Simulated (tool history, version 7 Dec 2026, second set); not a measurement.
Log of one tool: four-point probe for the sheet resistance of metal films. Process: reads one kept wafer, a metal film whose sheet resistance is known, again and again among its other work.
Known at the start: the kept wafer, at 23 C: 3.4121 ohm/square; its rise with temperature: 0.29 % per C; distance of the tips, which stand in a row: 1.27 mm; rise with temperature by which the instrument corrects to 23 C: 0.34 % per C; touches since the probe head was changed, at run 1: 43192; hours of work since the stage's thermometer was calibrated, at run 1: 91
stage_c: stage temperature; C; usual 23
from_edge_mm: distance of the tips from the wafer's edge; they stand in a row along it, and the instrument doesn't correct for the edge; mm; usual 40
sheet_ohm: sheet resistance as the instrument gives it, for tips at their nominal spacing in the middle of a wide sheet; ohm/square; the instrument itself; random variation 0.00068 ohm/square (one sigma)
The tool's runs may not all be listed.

run,hour,stage_c,from_edge_mm,touches since the probe head was changed,hours of work since the stage's thermometer was calibrated,sheet_ohm
1,0.0,23,40,43192,91,3.423973
2,29.4,23,8,43974,110,3.467775
3,52.9,23,3,44599,124,3.720365
4,83.6,32,40,45415,143,3.411984
5,104.3,32,40,45966,156,3.411299
6,122.6,32,40,46453,168,3.410224
7,158.1,22,40,47396,190,3.423738
8,181.4,23,40,48015,204,3.424494
9,218.9,23,9,49011,228,3.457324
10,259.9,23,40,50104,253,3.423596
11,286.1,32,40,50799,269,3.411901
12,322.0,19,40,51755,292,3.428852
13,350.7,23,40,52517,310,3.424320
14,388.5,23,18,53523,333,3.431445
15,429.4,23,40,54611,359,3.422459
16,465.7,23,40,55575,381,3.423224
17,499.0,23,40,56461,402,3.423280
18,526.4,23,40,57189,419,3.421909
19,558.4,27,40,58040,439,3.417219
20,595.2,24,40,59019,462,3.419718
21,627.2,34,40,59869,482,3.406358
22,668.8,23,19,60975,508,3.428794
23,706.8,28,6,61986,531,3.493987
24,726.5,28,8,62512,544,3.457948
25,745.7,28,8,63022,556,3.459832
26,779.8,28,8,63927,577,3.459626
27,805.5,22,16,64612,593,3.433423
28,827.6,22,16,65199,607,3.434739
29,849.3,22,16,65776,620,3.433106
30,887.4,33,41,66788,644,3.408753
31,924.3,31,3,67769,667,3.705584
32,953.3,19,5,68542,685,3.541190
33,977.9,21,10,69197,700,3.452531
34,1017.6,19,18,70252,725,3.435154
35,1039.6,19,18,70836,739,3.436433
36,1058.8,19,18,71346,751,3.436044
37,1094.6,19,18,72299,773,3.434444
38,1136.0,19,18,73401,799,3.436880
39,1163.5,19,18,74132,816,3.437035
40,1199.8,30,8,75096,838,3.455965
41,1236.2,32,8,76064,861,3.453864
42,1262.2,32,8,76756,877,3.454252

The same runs without the tool's hidden state, with the same run-to-run variation:
The hidden state here: inner tips' distance over the nominal, %; tips' flats over new ones', %; wafer's true temperature over the reading, C; drift of the gauge itself on sheet_ohm, %.
run,sheet_ohm
1,3.414197
2,3.457917
3,3.709892
4,3.402319
5,3.401663
6,3.400617
7,3.414160
8,3.414940
9,3.447738
10,3.414139
11,3.402502
12,3.419461
13,3.414976
14,3.422131
15,3.413213
16,3.414020
17,3.414112
18,3.412772
19,3.408148
20,3.410680
21,3.397403
22,3.419807
23,3.484903
24,3.448985
25,3.450891
26,3.450728
27,3.424593
28,3.425936
29,3.424339
30,3.400127
31,3.696313
32,3.532288
33,3.443876
34,3.426576
35,3.427882
36,3.427523
37,3.425965
38,3.428442
39,3.428638
40,3.447636
41,3.445596
42,3.446025

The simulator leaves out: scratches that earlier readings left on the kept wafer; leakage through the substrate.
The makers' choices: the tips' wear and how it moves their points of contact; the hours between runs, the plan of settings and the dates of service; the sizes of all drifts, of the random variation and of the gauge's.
